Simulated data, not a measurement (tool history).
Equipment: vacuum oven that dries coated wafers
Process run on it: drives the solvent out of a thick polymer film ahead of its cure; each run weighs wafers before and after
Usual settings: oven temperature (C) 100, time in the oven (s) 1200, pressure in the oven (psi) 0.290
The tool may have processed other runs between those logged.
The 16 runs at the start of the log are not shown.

run   hour  oven temperature (C)  time in the oven (s)  pressure in the oven (psi)  solvent left in the film (%)
 17  185.3                    98                   600                       0.207                          5.35
 18  198.3                    89                  1200                       0.290                          5.92
 19  209.1                    89                  1200                       0.290                          5.96
 20  215.8                    89                  1200                       0.290                          6.02
 21  226.6                    89                  1200                       0.290                          5.94
 22  237.1                   109                  1200                       0.782                          3.54
 23  245.6                   109                  1200                       0.782                          3.57
 24  257.2                   110                  1200                       0.782                          3.41
 25  264.0                   115                   960                       0.782                          2.85
 26  278.5                   101                  1560                       0.290                          1.96
 27  290.1                    97                   660                       1.017                          9.50
 28  302.8                    98                  1200                       0.586                          4.74
 29  314.7                    98                  1260                       0.487                          4.00
 30  329.8                   105                  1380                       0.290                          1.65
 31  342.8                   114                  1800                       0.431                          1.58

Alternative continuations, all from the tool just after run 31; predict every row:
  A  349.9                   100                   660                       0.215                             ?
  B  349.9                   114                  2160                       0.938                             ?
  C  349.9                   114                  1020                       0.943                             ?

run  solvent left in the film (%)
  A                          4.24
  B                          3.66
  C                          3.55
Without the tool's hidden state the same runs would have given:
run  solvent left in the film (%)
  A                          3.88
  B                          3.50
  C                          3.38
